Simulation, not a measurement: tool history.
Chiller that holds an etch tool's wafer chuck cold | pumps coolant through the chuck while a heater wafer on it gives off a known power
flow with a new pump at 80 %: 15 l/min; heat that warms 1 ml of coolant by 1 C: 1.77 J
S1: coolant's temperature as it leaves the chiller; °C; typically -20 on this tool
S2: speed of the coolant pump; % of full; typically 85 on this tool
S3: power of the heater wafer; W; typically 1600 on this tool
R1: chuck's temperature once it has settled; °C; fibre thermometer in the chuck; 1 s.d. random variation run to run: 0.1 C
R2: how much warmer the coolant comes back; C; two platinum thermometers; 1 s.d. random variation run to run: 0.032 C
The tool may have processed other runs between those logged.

run,hour,S1,S2,S3,R1,R2
1,0.0,-20,85,1600,-10.0,3.39
2,50.8,-20,85,1600,-10.0,3.40
3,101.7,-20,85,1600,-10.3,3.43
4,143.9,-20,85,1600,-10.3,3.39
5,175.7,-20,85,1600,-10.2,3.48
6,215.5,-20,85,1600,-10.1,3.47
7,247.6,-20,85,1600,-10.2,3.45
8,297.5,-20,90,1600,-10.5,3.20
9,342.8,-20,90,1600,-10.7,3.20
10,386.0,-20,85,1057,-13.5,2.27
11,435.0,-20,60,1600,-6.3,5.15
12,464.6,-20,85,1600,-10.0,3.41
13,503.5,-20,85,1600,-10.0,3.41
14,559.7,-20,85,1600,-10.1,3.46
15,603.5,-18,82,909,-12.2,2.01
16,660.7,-26,79,1648,-15.1,3.87
17,698.3,-27,79,2213,-12.0,5.15
18,741.2,-12,85,1600,-2.0,3.45
19,764.8,-20,85,1332,-11.9,2.86
20,802.6,-20,92,1600,-10.7,3.15
21,826.3,-20,92,1600,-10.5,3.14
22,878.9,-21,68,2262,-3.6,6.30
23,928.9,-21,65,1786,-6.6,5.20
24,978.3,-22,68,1066,-14.0,2.99
# hour 1014.3: chiller's thermometer calibrated
25,1026.0,-22,68,1066,-13.6,2.97
26,1073.3,-13,72,1066,-4.7,2.79
27,1130.6,-13,72,1066,-4.8,2.77
28,1180.3,-28,80,2307,-11.8,5.32

Some steps in R1, run to run, broken into two amounts with sign: the step expected even without the hidden condition (settings, incoming material, random variation), and the rest, left for the hidden condition together with whatever gauge scatter is not in both the measured and the hidden-condition-free result:
Hidden conditions of the tool in this case: heat passed by the chuck's channels, % of clean ones'; flow at a given pump speed, % of a new pump's; coolant's true temperature over the reading, C; drift of the gauge itself on chuck_c, C; drift of the gauge itself on warmer_back_c, C.
Run 17 -> 18: S1 -27 -> -12, S2 79 -> 85, S3 2213 -> 1600. R1 +10.0 °C: hidden state -0.1, all else +10.1.
Run 18 -> 19: S1 -12 -> -20, S3 1600 -> 1332. R1 -9.9 °C: hidden state -0.1, all else -9.8.
Run 24 -> 25: chiller's thermometer calibrated. R1 +0.4 °C: hidden state +0.4, all else +0.0.
Run 27 -> 28: S1 -13 -> -28, S2 72 -> 80, S3 1066 -> 2307. R1 -7.0 °C: hidden state +0.4, all else -7.4.
